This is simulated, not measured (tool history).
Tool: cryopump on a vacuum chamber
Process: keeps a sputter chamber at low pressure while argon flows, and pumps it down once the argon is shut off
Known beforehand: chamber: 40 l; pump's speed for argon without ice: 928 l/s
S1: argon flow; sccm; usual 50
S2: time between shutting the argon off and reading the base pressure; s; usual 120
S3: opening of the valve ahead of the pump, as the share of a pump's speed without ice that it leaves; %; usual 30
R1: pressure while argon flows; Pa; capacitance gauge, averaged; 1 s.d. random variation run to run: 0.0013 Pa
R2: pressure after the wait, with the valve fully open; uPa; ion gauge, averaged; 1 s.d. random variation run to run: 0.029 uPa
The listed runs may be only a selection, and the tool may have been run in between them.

run,hour,S1,S2,S3,R1,R2
1,0.0,50,120,30,0.3203,2.48
2,18.6,50,21,30,0.3207,7.64
3,42.6,50,21,30,0.3243,7.75
4,81.2,25,120,30,0.1623,2.67
5,122.4,50,120,30,0.3315,2.81
6,165.3,50,120,30,0.3358,2.76
7,196.3,50,120,30,0.3390,2.87
8,224.5,50,120,45,0.2373,2.93
9,243.8,50,120,45,0.2413,3.04
10,269.4,50,120,21,0.4728,3.03
# hour 283.8: pump warmed up, emptied and cooled again
11,302.9,50,120,21,0.4364,2.38
12,324.9,50,120,21,0.4397,2.43
13,364.7,50,120,30,0.3102,2.61
14,398.9,50,120,30,0.3127,2.56
15,420.8,50,120,30,0.3123,2.77
16,453.6,50,120,30,0.3142,2.74
17,483.7,50,120,30,0.3173,2.74
18,520.5,75,120,30,0.4817,2.83
19,555.8,50,120,16,0.5824,2.88
20,598.5,50,120,16,0.5901,2.95
21,623.8,22,107,16,0.2605,3.15
22,646.1,50,26,30,0.3272,7.33
23,665.2,45,35,42,0.2195,5.77
24,682.5,45,103,54,0.1767,3.36
25,717.3,24,212,33,0.1482,2.82
26,739.3,50,41,30,0.3357,5.52
27,757.4,72,30,30,0.4895,6.57
28,782.9,69,239,30,0.4721,2.86
# hour 811.7: pump warmed up, emptied and cooled again
29,818.2,26,62,51,0.0941,3.88
30,846.0,50,33,23,0.4013,5.94
31,868.4,27,120,30,0.1680,2.86
32,905.0,74,250,20,0.6832,2.38
33,944.7,94,145,16,1.0883,2.78

Some steps in R1 between neighbouring runs. How much of each would the tool show without its hidden state too (settings, what came in, random variation), and how much is left for the hidden state, with any gauge scatter that isn't in both results?
Hidden conditions of the tool in this case: pump's speed, % of a pump's without ice; cold plate's temperature, K; leak into the chamber, uPa l/s; drift of the gauge itself on working_pa, %; drift of the gauge itself on base_upa, %.
Run 10 -> 11: pump warmed up, emptied and cooled again. R1 -0.0364 Pa: hidden state -0.0398, all else +0.0034.
Run 25 -> 26: S1 24 -> 50, S2 212 -> 41, S3 33 -> 30. R1 +0.1875 Pa: hidden state +0.0184, all else +0.1691.
Run 28 -> 29: S1 69 -> 26, S2 239 -> 62, S3 30 -> 51, pump warmed up, emptied and cooled again. R1 -0.3780 Pa: hidden state -0.0523, all else -0.3257.
Run 31 -> 32: S1 27 -> 74, S2 120 -> 250, S3 30 -> 20. R1 +0.5152 Pa: hidden state +0.0075, all else +0.5077.
Run 32 -> 33: S1 74 -> 94, S2 250 -> 145, S3 20 -> 16. R1 +0.4051 Pa: hidden state +0.0075, all else +0.3976.
